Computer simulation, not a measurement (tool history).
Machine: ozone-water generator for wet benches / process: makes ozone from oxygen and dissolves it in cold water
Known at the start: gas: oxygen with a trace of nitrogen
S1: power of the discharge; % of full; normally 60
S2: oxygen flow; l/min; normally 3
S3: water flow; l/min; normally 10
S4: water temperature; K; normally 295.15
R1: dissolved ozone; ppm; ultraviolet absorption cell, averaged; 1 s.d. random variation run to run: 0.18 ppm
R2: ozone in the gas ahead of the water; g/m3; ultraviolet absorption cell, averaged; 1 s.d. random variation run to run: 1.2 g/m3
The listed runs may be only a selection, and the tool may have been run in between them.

run	day	S1	S2	S3	S4	R1	R2
1	0	60	3	10	295.15	24.8	203.2
2	2.546	60	3	10	295.15	24.7	203.7
3	7.175	60	3	10	295.15	24.5	205
4	12.4	60	3	10	295.15	24.6	206.3
5	17.654	60	3	10	295.15	24.9	202.2
6	20.412	60	3	10	295.15	24.4	202.6
7	25.292	50	3	10	295.15	20.8	172.5
8	29.758	50	3	10	295.15	20.8	172.1
9	34.908	71	3.71	10	295.15	28.6	217.5
10	38.588	92	2.2	7	288.15	46.7	319.1
11	42.196	92	2.2	7	288.15	46.5	323.2
12	44.475	60	3.03	12	295.15	21.1	200.6
13	48.029	89	3.03	6	295.15	44.9	281.2
14	52.362	89	3.3	6	295.15	44.8	272.2

Not shown here: 1 entry made in the log between runs. Locate each between two listed runs and compare the hidden state at the listed run before it with the hidden state at the listed run after it:
Runs 7 to 8: contactor cleaned (day 25.879)
  yield of the discharge, % of new electrodes': 97.2 -> 97; contactor's efficiency, % of a clean one's: 98 -> 96.9; true water temperature over the reading, C: 0.51 -> 0.52
  difference, measured minus the result without the unlogged condition, R1: -0.8 -> -0.9 ppm; R2: -3.6 -> -3.8 g/m3
